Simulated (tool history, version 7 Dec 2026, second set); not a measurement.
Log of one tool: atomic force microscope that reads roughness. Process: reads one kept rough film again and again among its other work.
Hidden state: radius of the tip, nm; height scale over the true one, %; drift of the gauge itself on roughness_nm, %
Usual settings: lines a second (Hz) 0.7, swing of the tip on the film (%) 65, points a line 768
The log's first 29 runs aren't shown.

run	hour	lines a second (Hz)	swing of the tip on the film (%)	points a line	pictures with this tip	hours of work since the height scale was calibrated	roughness of the kept film (nm (root mean square))
30	400.2	0.7	68	768	109	706	2.153
31	410.6	0.7	68	768	126	713	2.15
32	420.3	0.7	68	768	141	719	2.169
33	430.5	0.7	82	513	158	726	2.123
34	442.6	2.071	65	605	177	734	2.103
35	455.4	2.071	65	605	198	742	2.112
36	470.5	2.071	65	605	222	752	2.097
37	481.5	2.944	71	440	240	759	2.035
38	491.5	1.767	78	768	256	766	2.078
# hour 496.6: new tip fitted
39	504.2	1.767	78	768	12	774	2.075
40	519.5	1.767	58	383	37	783	2.111
41	530.4	1.374	71	383	54	791	2.103
42	544.7	0.7	57	399	77	800	2.137
43	562.7	1.065	65	898	106	812	2.152
44	578.9	0.556	65	768	132	822	2.148
45	591.5	0.556	65	768	152	830	2.15
46	599.9	1.644	80	768	166	836	2.087
47	617.5	1.644	80	768	194	847	2.079
48	627.3	0.7	83	768	210	854	2.138
49	643.8	0.7	83	768	236	864	2.118
# hour 661.1: new tip fitted
50	661.7	1.643	84	268	1	876	1.997
51	679.7	1.643	84	268	30	887	1.997

Forecast each of these 4 alternatives for the next run:
A	692.5	0.717	87	986	51	896	?
B	692.5	0.7	65	484	51	896	?
C	692.5	0.7	77	768	51	896	?
D	692.5	1.49	77	681	51	896	?

run	roughness of the kept film (nm (root mean square))
A	2.115
B	2.146
C	2.125
D	2.084
Without the tool's hidden state the same runs would have given:
run	roughness of the kept film (nm (root mean square))
A	2.116
B	2.147
C	2.127
D	2.086
